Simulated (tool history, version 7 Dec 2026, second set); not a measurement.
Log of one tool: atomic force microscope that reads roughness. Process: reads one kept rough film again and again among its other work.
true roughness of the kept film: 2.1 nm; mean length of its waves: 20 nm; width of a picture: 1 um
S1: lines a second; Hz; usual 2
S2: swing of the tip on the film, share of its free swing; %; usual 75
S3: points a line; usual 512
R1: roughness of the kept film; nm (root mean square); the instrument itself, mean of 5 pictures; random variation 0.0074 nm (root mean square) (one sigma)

{"run": 1, "hour": 0.0, "S1": 2, "S2": 75, "S3": 512, "R1": 1.54}
{"run": 2, "hour": 59.9, "S1": 2, "S2": 75, "S3": 512, "R1": 1.548}
{"run": 3, "hour": 112.6, "S1": 2, "S2": 75, "S3": 512, "R1": 1.548}
{"run": 4, "hour": 173.2, "S1": 1.39, "S2": 75, "S3": 512, "R1": 1.616}
{"hour": 178.6, "done": "new tip fitted"}
{"run": 5, "hour": 237.5, "S1": 1.39, "S2": 75, "S3": 316, "R1": 1.59}
{"run": 6, "hour": 286.7, "S1": 1.39, "S2": 75, "S3": 316, "R1": 1.586}
{"run": 7, "hour": 318.3, "S1": 1.39, "S2": 57, "S3": 316, "R1": 1.715}
{"hour": 362.9, "done": "new tip fitted"}
{"run": 8, "hour": 378.1, "S1": 1.39, "S2": 57, "S3": 316, "R1": 1.72}
{"run": 9, "hour": 411.2, "S1": 1.39, "S2": 57, "S3": 316, "R1": 1.715}
{"run": 10, "hour": 447.9, "S1": 1.39, "S2": 57, "S3": 316, "R1": 1.721}
{"run": 11, "hour": 483.4, "S1": 1.39, "S2": 57, "S3": 316, "R1": 1.72}
{"run": 12, "hour": 526.8, "S1": 2, "S2": 75, "S3": 790, "R1": 1.552}
{"hour": 544.0, "done": "new tip fitted"}
{"run": 13, "hour": 598.9, "S1": 2, "S2": 75, "S3": 790, "R1": 1.545}
{"run": 14, "hour": 654.9, "S1": 2, "S2": 75, "S3": 790, "R1": 1.554}
{"run": 15, "hour": 722.8, "S1": 2, "S2": 75, "S3": 790, "R1": 1.555}
{"hour": 727.1, "done": "new tip fitted"}
{"run": 16, "hour": 768.7, "S1": 2, "S2": 75, "S3": 790, "R1": 1.559}
{"run": 17, "hour": 813.4, "S1": 2, "S2": 75, "S3": 790, "R1": 1.541}
{"run": 18, "hour": 883.3, "S1": 0.66, "S2": 75, "S3": 512, "R1": 1.713}
{"hour": 907.3, "done": "new tip fitted"}
{"hour": 913.5, "done": "height scale calibrated on a step standard"}
{"run": 19, "hour": 945.5, "S1": 0.66, "S2": 75, "S3": 512, "R1": 1.727}
{"run": 20, "hour": 999.9, "S1": 0.65, "S2": 85, "S3": 663, "R1": 1.667}
{"run": 21, "hour": 1043.1, "S1": 2.42, "S2": 81, "S3": 600, "R1": 1.409}
{"hour": 1092.7, "done": "new tip fitted"}
{"run": 22, "hour": 1100.9, "S1": 0.9, "S2": 84, "S3": 473, "R1": 1.616}
{"run": 23, "hour": 1160.5, "S1": 2.3, "S2": 67, "S3": 473, "R1": 1.597}
{"run": 24, "hour": 1218.8, "S1": 1.24, "S2": 80, "S3": 447, "R1": 1.582}
{"run": 25, "hour": 1263.1, "S1": 1.24, "S2": 80, "S3": 447, "R1": 1.591}
{"hour": 1274.6, "done": "new tip fitted"}
{"run": 26, "hour": 1301.9, "S1": 0.63, "S2": 90, "S3": 746, "R1": 1.64}
{"run": 27, "hour": 1341.7, "S1": 0.55, "S2": 75, "S3": 465, "R1": 1.73}

4 ways to go on from here, each from the tool as it stands after run 27. What would each give?
{"run": "A", "hour": 1415.1, "S1": 1.22, "S2": 79, "S3": 857, "R1": "?"}
{"run": "B", "hour": 1415.1, "S1": 0.83, "S2": 68, "S3": 512, "R1": "?"}
{"run": "C", "hour": 1415.1, "S1": 0.51, "S2": 75, "S3": 465, "R1": "?"}
{"run": "D", "hour": 1415.1, "S1": 0.63, "S2": 75, "S3": 268, "R1": "?"}

run=A R1=1.611
run=B R1=1.722
run=C R1=1.728
run=D R1=1.683
Without the tool's hidden state the same runs would have given:
run=A R1=1.619
run=B R1=1.73
run=C R1=1.736
run=D R1=1.69
